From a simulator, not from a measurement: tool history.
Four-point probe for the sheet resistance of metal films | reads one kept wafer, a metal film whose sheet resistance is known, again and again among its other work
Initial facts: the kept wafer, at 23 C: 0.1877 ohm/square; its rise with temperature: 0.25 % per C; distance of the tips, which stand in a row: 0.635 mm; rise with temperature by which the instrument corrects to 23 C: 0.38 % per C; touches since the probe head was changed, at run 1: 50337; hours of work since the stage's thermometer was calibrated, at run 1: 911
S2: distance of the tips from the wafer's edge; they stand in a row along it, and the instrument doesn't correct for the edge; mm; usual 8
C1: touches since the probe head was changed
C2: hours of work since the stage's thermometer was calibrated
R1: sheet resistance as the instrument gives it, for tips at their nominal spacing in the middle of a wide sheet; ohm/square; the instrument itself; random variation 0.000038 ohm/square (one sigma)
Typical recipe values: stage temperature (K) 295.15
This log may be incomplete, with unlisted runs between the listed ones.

run 1 day=0.000 | stage_temperature_(K)=295.15 S2=8 | C1=50337 C2=911 | R1=0.188546
run 2 day=0.808 | stage_temperature_(K)=295.15 S2=8 | C1=51202 C2=921 | R1=0.188568
run 3 day=1.958 | stage_temperature_(K)=292.15 S2=8 | C1=52429 C2=936 | R1=0.189389
run 4 day=2.725 | stage_temperature_(K)=295.15 S2=8 | C1=53246 C2=946 | R1=0.188738
run 5 day=4.088 | stage_temperature_(K)=295.15 S2=8 | C1=54705 C2=963 | R1=0.188572
run 6 day=4.917 | stage_temperature_(K)=295.15 S2=8 | C1=55590 C2=973 | R1=0.188553
run 7 day=5.888 | stage_temperature_(K)=295.15 S2=55 | C1=56630 C2=986 | R1=0.187916
run 8 day=6.646 | stage_temperature_(K)=295.15 S2=3 | C1=57438 C2=995 | R1=0.192361
run 9 day=8.062 | stage_temperature_(K)=295.15 S2=3 | C1=58952 C2=1013 | R1=0.192364
run 10 day=9.125 | stage_temperature_(K)=295.15 S2=3 | C1=60085 C2=1027 | R1=0.192447
run 11 day=10.692 | stage_temperature_(K)=292.15 S2=30 | C1=61760 C2=1046 | R1=0.188727
run 12 day=11.996 | stage_temperature_(K)=292.15 S2=30 | C1=63153 C2=1063 | R1=0.188710
run 13 day=12.829 | stage_temperature_(K)=292.15 S2=48 | C1=64045 C2=1073 | R1=0.188758
run 14 day=14.404 | stage_temperature_(K)=296.15 S2=15 | C1=65726 C2=1093 | R1=0.187919
run 15 day=15.446 | stage_temperature_(K)=296.15 S2=15 | C1=66841 C2=1107 | R1=0.187927
run 16 day=16.692 | stage_temperature_(K)=306.15 S2=11 | C1=68170 C2=1122 | R1=0.185744
run 17 day=18.254 | stage_temperature_(K)=308.15 S2=6 | C1=69841 C2=1142 | R1=0.186004
run 18 day=19.838 | stage_temperature_(K)=294.15 S2=15 | C1=71532 C2=1162 | R1=0.188393
run 19 day=21.421 | stage_temperature_(K)=295.15 S2=67 | C1=73225 C2=1182 | R1=0.187993

Alternative continuations, all from the tool just after run 19; predict every row:
run A day=22.192 | stage_temperature_(K)=298.15 S2=67 | C1=74047 C2=1192 | R1=?
run B day=22.192 | stage_temperature_(K)=300.15 S2=23 | C1=74047 C2=1192 | R1=?
run C day=22.192 | stage_temperature_(K)=295.15 S2=47 | C1=74047 C2=1192 | R1=?

run=A R1=0.187264
run=B R1=0.186816
run=C R1=0.187985
Take away the tool's hidden state, keep each run's random variation, and the runs would have read:
run=A R1=0.187258
run=B R1=0.186811
run=C R1=0.187979

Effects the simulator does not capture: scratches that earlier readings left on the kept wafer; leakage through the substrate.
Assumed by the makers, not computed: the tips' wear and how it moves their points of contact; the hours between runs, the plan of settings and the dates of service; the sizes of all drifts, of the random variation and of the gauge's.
